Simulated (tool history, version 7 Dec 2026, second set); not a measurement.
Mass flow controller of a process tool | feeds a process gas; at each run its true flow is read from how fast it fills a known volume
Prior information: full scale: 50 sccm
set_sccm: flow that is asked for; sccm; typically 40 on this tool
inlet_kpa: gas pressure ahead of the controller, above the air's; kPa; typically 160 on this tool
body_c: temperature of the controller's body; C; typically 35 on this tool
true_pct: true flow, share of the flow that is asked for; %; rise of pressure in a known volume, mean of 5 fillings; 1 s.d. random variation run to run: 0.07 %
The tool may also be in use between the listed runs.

run,hour,set_sccm,inlet_kpa,body_c,true_pct
1,0.0,40,160,35,99.94
2,405.0,40,160,35,100.02
# hour 723.3: controller's zero set anew
3,819.1,40,160,35,98.39
4,1016.6,40,160,35,98.32
5,1375.6,40,160,27,99.04
6,1752.2,40,160,27,98.93
7,2012.6,40,160,27,98.91
8,2349.7,40,160,27,98.96
9,2705.9,40,160,27,99.10
10,2995.7,8,251,39,97.83
11,3267.0,40,208,26,98.93
12,3654.2,40,199,23,99.19
13,3867.0,40,234,20,99.17
14,4177.7,18,215,28,98.44
15,4589.8,23,215,28,98.43
16,4983.4,16,160,35,98.61

Below are 5 alternative next runs, each starting from the tool's condition after run 16. Predict each:
A,5279.3,7,160,38,?
B,5279.3,40,195,35,?
C,5279.3,16,216,33,?
D,5279.3,40,198,35,?
E,5279.3,5,166,38,?

run,true_pct
A,100.84
B,98.70
C,98.53
D,98.83
E,102.77
Take away the tool's hidden state, keep each run's random variation, and the runs would have read:
run,true_pct
A,96.92
B,98.92
C,97.44
D,99.05
E,96.84
